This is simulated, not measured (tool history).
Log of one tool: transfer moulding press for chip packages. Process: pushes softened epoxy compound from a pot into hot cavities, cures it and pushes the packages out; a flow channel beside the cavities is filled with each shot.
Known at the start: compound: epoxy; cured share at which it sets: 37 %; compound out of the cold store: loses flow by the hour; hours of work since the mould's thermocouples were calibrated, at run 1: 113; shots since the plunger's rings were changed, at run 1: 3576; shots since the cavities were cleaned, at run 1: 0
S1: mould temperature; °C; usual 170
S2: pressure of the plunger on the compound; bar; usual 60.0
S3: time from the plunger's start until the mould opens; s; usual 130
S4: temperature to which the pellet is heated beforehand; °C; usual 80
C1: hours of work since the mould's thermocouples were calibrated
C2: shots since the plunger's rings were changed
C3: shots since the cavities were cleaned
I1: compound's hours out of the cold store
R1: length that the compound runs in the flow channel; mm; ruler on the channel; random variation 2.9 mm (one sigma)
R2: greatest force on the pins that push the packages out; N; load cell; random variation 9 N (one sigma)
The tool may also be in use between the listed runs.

run	day	S1	S2	S3	S4	C1	C2	C3	I1	R1	R2
1	0.000	170	60.0	130	80	113	3576	0	46.9	482	426
2	0.179	170	60.0	130	80	116	3611	35	43.6	487	426
3	0.383	170	60.0	130	72	118	3651	75	48.0	477	448
4	0.779	170	60.0	130	80	124	3728	152	46.0	479	473
5	1.096	170	60.0	130	80	128	3790	214	40.9	493	518
6	1.321	170	60.0	130	80	131	3834	258	43.6	482	532
7	1.588	170	60.0	130	80	135	3887	311	26.3	516	540
8	2.004	170	60.0	130	80	141	3968	392	41.7	489	591
9	2.212	170	55.5	130	80	144	4009	433	47.6	456	580
10	2.567	177	55.5	130	88	148	4079	503	32.2	467	588
11	2.904	176	60.0	126	80	153	4145	569	13.8	519	590
12	3.233	163	52.3	166	80	158	4209	633	24.8	490	662

Forecast run 13:
13	3.538	172	59.3	130	85	162	4268	692	45.9	?	?

{"run 13": {"R1": 469, "R2": 624}}
Without the tool's hidden state the same run would have given R1 509 mm, R2 376 N.
